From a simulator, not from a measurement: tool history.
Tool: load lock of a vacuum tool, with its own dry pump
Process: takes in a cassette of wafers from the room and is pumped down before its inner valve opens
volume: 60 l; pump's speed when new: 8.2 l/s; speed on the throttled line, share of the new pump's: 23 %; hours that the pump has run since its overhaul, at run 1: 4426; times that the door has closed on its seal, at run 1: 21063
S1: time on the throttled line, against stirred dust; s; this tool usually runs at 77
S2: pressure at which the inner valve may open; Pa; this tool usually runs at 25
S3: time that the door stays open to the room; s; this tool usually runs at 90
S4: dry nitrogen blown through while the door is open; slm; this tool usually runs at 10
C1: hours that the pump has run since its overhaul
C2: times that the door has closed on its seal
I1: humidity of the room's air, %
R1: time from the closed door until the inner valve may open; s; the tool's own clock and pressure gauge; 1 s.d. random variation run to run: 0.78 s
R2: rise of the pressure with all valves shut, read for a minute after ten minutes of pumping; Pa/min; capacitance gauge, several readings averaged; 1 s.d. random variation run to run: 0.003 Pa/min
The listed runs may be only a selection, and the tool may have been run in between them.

run    hour   S1  S2   S3  S4    C1     C2    I1     R1     R2
  1     0.0   77  25   90  10  4426  21063  44.2  123.7  0.166
  2   150.1   77  25   90  10  4576  21594  47.2  124.9  0.165
  3   214.3   77  25   90  10  4640  21821  43.8  125.6  0.166
  4   355.5   77  25   90  10  4781  22320  45.9  126.5  0.183
  5   479.5   82  25   90  10  4905  22759  48.6  130.5  0.183
  6   618.3   82  25   90  10  5044  23250  44.6  128.5  0.187
  7   710.3   82  25   90  10  5136  23575  49.2  130.3  0.190
  8   777.0   77  25   90  10  5203  23812  45.3  126.5  0.186
  9   887.3   77  25   90  10  5313  24202  43.7  126.4  0.190
 10   973.5   94  25   90  10  5399  24507  44.0  137.9  0.191
 11  1105.5   94  25   90  10  5531  24974  46.4  140.6  0.194
 12  1188.3   77  25   90  10  5614  25267  40.7  127.3  0.191
 13  1333.3   77  25   90   4  5759  25779  45.4  126.6  0.215
 14  1412.7   50  25   90  10  5838  26060  42.4  107.5  0.208
 15  1540.1   50  25   90  10  5966  26511  45.8  107.0  0.216
 16  1690.6   50  25   90  10  6116  27044  45.3  107.9  0.228
 17  1837.6   50  25   90  10  6263  27564  49.8  107.5  0.228
 18  1990.7   50  25   90  10  6416  28105  45.7  109.4  0.232
 19  2113.2   50  25   90  18  6539  28539  43.5  108.9  0.227
 20  2220.7   73  25   32  11  6646  28919  43.7  127.2  0.223
 21  2311.9   73  25   32  11  6738  29241  45.2  128.0  0.227
 22  2378.1   73  25   32  11  6804  29476  44.8  126.7  0.228
 23  2445.2   77  25   90  32  6871  29713  48.7  129.1  0.233
 24  2558.4   53  46  188  31  6984  30113  45.2  105.7  0.251
 25  2659.8   53  46  188  31  7085  30472  49.8  106.8  0.261
 26  2750.8   53  46  188   9  7176  30794  40.7  106.7  0.270
 27  2826.3   53  46  188   9  7252  31061  43.0  107.5  0.281
 28  2939.1   53  46  188   9  7365  31461  44.4  107.7  0.285
 29  3002.1   61  18  188   9  7428  31683  46.1  122.4  0.290
 30  3089.3   61  18  188   9  7515  31992  42.7  122.9  0.287
 31  3207.0   61  18  188   9  7633  32408  45.5  121.1  0.299
 32  3339.1  134  47  188   9  7765  32875  43.5  163.8  0.299
 33  3442.9   42  29   43   5  7869  33243  46.1  103.8  0.285
 34  3505.7   58  39   43   5  7931  33465  46.8  111.8  0.284
 35  3627.9   64  36   43   5  8054  33897  48.4  119.3  0.294
 36  3777.4   64  36   43   5  8203  34426  42.9  119.2  0.289

For run 37, what comes out?
 37  3882.0  46  36  81   9  8308  34796  44.8   ?   ?

R1: 105.5 s
R2: 0.307 Pa/min
The same run, on a tool lacking any hidden state, would have yielded R1 93.3 s, R2 0.040 Pa/min.

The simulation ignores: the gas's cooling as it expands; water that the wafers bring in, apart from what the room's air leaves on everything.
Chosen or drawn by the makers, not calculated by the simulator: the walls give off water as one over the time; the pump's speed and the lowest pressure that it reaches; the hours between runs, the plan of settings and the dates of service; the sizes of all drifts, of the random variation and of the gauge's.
